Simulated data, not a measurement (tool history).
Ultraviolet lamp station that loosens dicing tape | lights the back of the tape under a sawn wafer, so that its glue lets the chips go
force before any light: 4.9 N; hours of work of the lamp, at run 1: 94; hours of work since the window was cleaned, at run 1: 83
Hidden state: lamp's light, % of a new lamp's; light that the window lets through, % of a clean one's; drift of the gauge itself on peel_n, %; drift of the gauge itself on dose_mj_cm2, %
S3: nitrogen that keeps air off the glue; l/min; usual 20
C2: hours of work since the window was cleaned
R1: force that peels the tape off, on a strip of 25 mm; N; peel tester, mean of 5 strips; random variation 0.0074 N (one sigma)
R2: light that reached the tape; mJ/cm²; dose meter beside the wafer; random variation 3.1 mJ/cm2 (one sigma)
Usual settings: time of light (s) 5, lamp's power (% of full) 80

Run 1, hour 0: usual settings; hours of work of the lamp 94; C2 83. Result: R1 0.283 N, R2 458 mJ/cm².
Run 2, hour 20.5: usual settings but S3 7 l/min; hours of work of the lamp 103; C2 92. Result: R1 0.556 N, R2 458 mJ/cm².
Run 3, hour 43.2: usual settings but time of light (s) 2, S3 7 l/min; hours of work of the lamp 113; C2 102. Result: R1 1.838 N, R2 182 mJ/cm².
Run 4, hour 63.1: usual settings but time of light (s) 2, S3 7 l/min; hours of work of the lamp 121; C2 111. Result: R1 1.829 N, R2 179 mJ/cm².
Run 5, hour 73.7: usual settings but S3 33 l/min; hours of work of the lamp 126; C2 115. Result: R1 0.251 N, R2 457 mJ/cm².
Run 6, hour 89.3: usual settings but S3 33 l/min; hours of work of the lamp 133; C2 122. Result: R1 0.236 N, R2 451 mJ/cm².
Run 7, hour 105.5: usual settings but lamp's power (% of full) 97; hours of work of the lamp 140; C2 129. Result: R1 0.241 N, R2 550 mJ/cm².
Run 8, hour 124.6: usual settings; hours of work of the lamp 148; C2 138. Result: R1 0.292 N, R2 453 mJ/cm².
Run 9, hour 140.6: usual settings but time of light (s) 6; hours of work of the lamp 155; C2 145. Result: R1 0.228 N, R2 536 mJ/cm².
Run 10, hour 158.3: usual settings but time of light (s) 6; hours of work of the lamp 163; C2 152. Result: R1 0.237 N, R2 537 mJ/cm².
Run 11, hour 178.5: usual settings but time of light (s) 3; hours of work of the lamp 172; C2 161. Result: R1 0.701 N, R2 268 mJ/cm².
Run 12, hour 199.7: usual settings but time of light (s) 3; hours of work of the lamp 181; C2 170. Result: R1 0.684 N, R2 266 mJ/cm².
Run 13, hour 209.2: usual settings but time of light (s) 3; hours of work of the lamp 185; C2 175. Result: R1 0.696 N, R2 269 mJ/cm².
Run 14, hour 229.2: usual settings but time of light (s) 3; hours of work of the lamp 194; C2 183. Result: R1 0.693 N, R2 267 mJ/cm².
Run 15, hour 242.3: usual settings but time of light (s) 4; hours of work of the lamp 199; C2 189. Result: R1 0.452 N, R2 358 mJ/cm².
Run 16, hour 260.5: usual settings; hours of work of the lamp 207; C2 197. Result: R1 0.307 N, R2 446 mJ/cm².
Run 17, hour 276: usual settings; hours of work of the lamp 214; C2 204. Result: R1 0.303 N, R2 447 mJ/cm².
Run 18, hour 290: usual settings; hours of work of the lamp 220; C2 210. Result: R1 0.312 N, R2 444 mJ/cm².
Run 19, hour 302.9: usual settings; hours of work of the lamp 226; C2 215. Result: R1 0.305 N, R2 443 mJ/cm².
Run 20, hour 325.3: usual settings but S3 22 l/min; hours of work of the lamp 236; C2 225. Result: R1 0.298 N, R2 441 mJ/cm².
Run 21, hour 348: usual settings; hours of work of the lamp 245; C2 235. Result: R1 0.328 N, R2 439 mJ/cm².
Run 22, hour 366.2: usual settings; hours of work of the lamp 253; C2 243. Result: R1 0.305 N, R2 434 mJ/cm².
Run 23, hour 382: usual settings but lamp's power (% of full) 77, S3 7 l/min; hours of work of the lamp 260; C2 250. Result: R1 0.647 N, R2 418 mJ/cm².
Run 24, hour 394.3: usual settings but lamp's power (% of full) 94, S3 29 l/min; hours of work of the lamp 266; C2 255. Result: R1 0.226 N, R2 510 mJ/cm².
Run 25, hour 406.5: usual settings but lamp's power (% of full) 94, S3 16 l/min; hours of work of the lamp 271; C2 261. Result: R1 0.272 N, R2 508 mJ/cm².
Run 26, hour 419.8: usual settings but lamp's power (% of full) 94, S3 16 l/min; hours of work of the lamp 277; C2 266. Result: R1 0.291 N, R2 510 mJ/cm².
Run 27, hour 433.2: usual settings but time of light (s) 4, lamp's power (% of full) 62, S3 35 l/min; hours of work of the lamp 283; C2 272. Result: R1 0.529 N, R2 271 mJ/cm².
Run 28, hour 448: usual settings but time of light (s) 3, lamp's power (% of full) 62, S3 6 l/min; hours of work of the lamp 289; C2 279. Result: R1 1.82 N, R2 204 mJ/cm².
Run 29, hour 469.3: usual settings but time of light (s) 3, lamp's power (% of full) 62, S3 6 l/min; hours of work of the lamp 298; C2 288. Result: R1 1.764 N, R2 207 mJ/cm².
Run 30, hour 490.3: usual settings but time of light (s) 4, lamp's power (% of full) 92, S3 28 l/min; hours of work of the lamp 308; C2 297. Result: R1 0.302 N, R2 396 mJ/cm².
Run 31, hour 506.6: usual settings but time of light (s) 6, lamp's power (% of full) 96, S3 16 l/min; hours of work of the lamp 315; C2 304. Result: R1 0.234 N, R2 622 mJ/cm².
Run 32, hour 522.5: usual settings but time of light (s) 6, lamp's power (% of full) 96, S3 16 l/min; hours of work of the lamp 322; C2 311. Result: R1 0.224 N, R2 623 mJ/cm².
Run 33, hour 532.7: usual settings but time of light (s) 6, lamp's power (% of full) 96, S3 18 l/min; hours of work of the lamp 326; C2 316. Result: R1 0.211 N, R2 612 mJ/cm².
Run 34, hour 543.9: usual settings but lamp's power (% of full) 66, S3 28 l/min; hours of work of the lamp 331; C2 321. Result: R1 0.373 N, R2 352 mJ/cm².
Run 35, hour 555.8: usual settings but lamp's power (% of full) 66, S3 28 l/min; hours of work of the lamp 336; C2 326. Result: R1 0.38 N, R2 353 mJ/cm².
Run 36, hour 576.2: usual settings but time of light (s) 3, lamp's power (% of full) 91, S3 32 l/min; hours of work of the lamp 345; C2 335. Result: R1 0.477 N, R2 294 mJ/cm².
Run 37, hour 594: usual settings but time of light (s) 3, lamp's power (% of full) 91, S3 32 l/min; hours of work of the lamp 353; C2 342. Result: R1 0.5 N, R2 297 mJ/cm².
Run 38, hour 611.9: usual settings but S3 16 l/min; hours of work of the lamp 361; C2 350. Result: R1 0.377 N, R2 424 mJ/cm².
Run 39, hour 630.5: usual settings but time of light (s) 9; hours of work of the lamp 369; C2 358. Result: R1 0.185 N, R2 764 mJ/cm².
Run 40, hour 641.3: usual settings but time of light (s) 9; hours of work of the lamp 373; C2 363. Result: R1 0.19 N, R2 763 mJ/cm².
Run 41, hour 653.7: usual settings but time of light (s) 6, lamp's power (% of full) 69, S3 19 l/min; hours of work of the lamp 379; C2 368. Result: R1 0.321 N, R2 437 mJ/cm².
Run 42, hour 667.7: usual settings but time of light (s) 6, lamp's power (% of full) 69, S3 19 l/min; hours of work of the lamp 385; C2 375. Result: R1 0.316 N, R2 434 mJ/cm².
Run 43, hour 682.5: usual settings but lamp's power (% of full) 76, S3 19 l/min; hours of work of the lamp 391; C2 381. Result: R1 0.389 N, R2 403 mJ/cm².
Run 44, hour 701.8: usual settings but time of light (s) 3, lamp's power (% of full) 93, S3 21 l/min; hours of work of the lamp 400; C2 389. Result: R1 0.574 N, R2 293 mJ/cm².

Hidden state or all else? Some run-to-run changes of R1, split into what the settings, what came in and random variation would give without the hidden state, and what is left for the hidden state (with any gauge scatter that isn't in both results):
Run 4 -> 5: time of light (s) 2 -> 5, S3 7 -> 33. R1 -1.578 N: hidden state -0.076, all else -1.502.
Run 23 -> 24: lamp's power (% of full) 77 -> 94, S3 7 -> 29. R1 -0.421 N: hidden state -0.078, all else -0.343.
Run 27 -> 28: time of light (s) 4 -> 3, S3 35 -> 6. R1 +1.291 N: hidden state +0.094, all else +1.197.
Run 29 -> 30: time of light (s) 3 -> 4, lamp's power (% of full) 62 -> 92, S3 6 -> 28. R1 -1.462 N: hidden state -0.132, all else -1.33.

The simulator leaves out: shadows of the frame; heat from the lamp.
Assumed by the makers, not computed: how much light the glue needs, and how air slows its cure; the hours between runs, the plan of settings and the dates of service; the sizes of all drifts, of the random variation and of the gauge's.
